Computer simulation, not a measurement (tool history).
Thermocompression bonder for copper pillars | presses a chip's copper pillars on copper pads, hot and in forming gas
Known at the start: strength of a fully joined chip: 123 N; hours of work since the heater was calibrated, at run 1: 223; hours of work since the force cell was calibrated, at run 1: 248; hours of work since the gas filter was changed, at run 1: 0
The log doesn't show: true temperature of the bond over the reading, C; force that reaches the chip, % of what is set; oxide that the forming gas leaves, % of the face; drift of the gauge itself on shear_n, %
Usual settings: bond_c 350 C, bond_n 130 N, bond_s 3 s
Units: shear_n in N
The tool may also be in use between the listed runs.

| run | hour | bond_c | bond_n | bond_s | hours of work since the heater was calibrated | hours of work since the force cell was calibrated | hours of work since the gas filter was changed | shear_n |
|---|---|---|---|---|---|---|---|---|
| 1 | 0 | 350 | 130 | 3 | 223 | 248 | 0 | 71.5 |
| 2 | 11.9 | 350 | 130 | 3 | 231 | 255 | 7 | 73.3 |
| 3 | 32.1 | 350 | 130 | 3 | 243 | 267 | 19 | 73.1 |
| 4 | 48.4 | 350 | 130 | 3 | 253 | 277 | 29 | 71.3 |
| 5 | 59.8 | 350 | 130 | 3 | 259 | 284 | 36 | 73 |
| 6 | 82.5 | 350 | 130 | 3 | 273 | 297 | 50 | 70.9 |
| 7 | 98 | 350 | 130 | 3 | 282 | 307 | 59 | 71.9 |
| 8 | 119 | 350 | 130 | 3 | 295 | 319 | 72 | 72 |
| 9 | 132.7 | 350 | 130 | 3 | 303 | 328 | 80 | 72.2 |
| 10 | 143.4 | 350 | 130 | 3 | 310 | 334 | 86 | 72.3 |
| 11 | 155.8 | 350 | 130 | 3 | 317 | 341 | 94 | 72 |
| 12 | 177.9 | 350 | 130 | 3 | 331 | 355 | 107 | 72.4 |
|  | 182.1 | forming gas filter changed |
| 13 | 192.9 | 363 | 130 | 3 | 339 | 364 | 7 | 77.7 |
| 14 | 208.7 | 321 | 130 | 8 | 349 | 373 | 16 | 79.1 |
| 15 | 220.2 | 366 | 100 | 3 | 356 | 380 | 23 | 65.4 |
| 16 | 240.8 | 368 | 103 | 3 | 368 | 392 | 35 | 66.4 |
| 17 | 260.1 | 349 | 103 | 2 | 380 | 404 | 47 | 50.7 |
| 18 | 272.9 | 349 | 103 | 2 | 388 | 412 | 55 | 49.7 |
| 19 | 294.1 | 349 | 103 | 3 | 400 | 425 | 68 | 58.1 |
| 20 | 308.7 | 376 | 114 | 3 | 409 | 433 | 76 | 77.8 |
| 21 | 328.7 | 328 | 94 | 2 | 421 | 445 | 88 | 36.4 |
| 22 | 345.6 | 344 | 155 | 2 | 431 | 456 | 99 | 72.1 |
|  | 362.4 | forming gas filter changed |
| 23 | 366.3 | 349 | 185 | 2 | 444 | 468 | 2 | 83.1 |
| 24 | 385.3 | 372 | 147 | 2 | 455 | 479 | 14 | 79.3 |
| 25 | 404.8 | 358 | 149 | 5 | 467 | 491 | 26 | 96 |
| 26 | 422.9 | 333 | 149 | 5 | 478 | 502 | 36 | 83.5 |

Forecast each of these 5 alternatives for the next run:
| A | 438.5 | 360 | 173 | 4 | 487 | 511 | 46 | ? |
| B | 438.5 | 360 | 137 | 2 | 487 | 511 | 46 | ? |
| C | 438.5 | 371 | 149 | 7 | 487 | 511 | 46 | ? |
| D | 438.5 | 371 | 177 | 5 | 487 | 511 | 46 | ? |
| E | 438.5 | 350 | 126 | 5 | 487 | 511 | 46 | ? |

| run | shear_n |
|---|---|
| A | 100 |
| B | 72.1 |
| C | 108 |
| D | 112.1 |
| E | 82 |
Without the tool's hidden state the same runs would have given:
| run | shear_n |
|---|---|
| A | 100.4 |
| B | 72.5 |
| C | 108.5 |
| D | 112.6 |
| E | 82.4 |
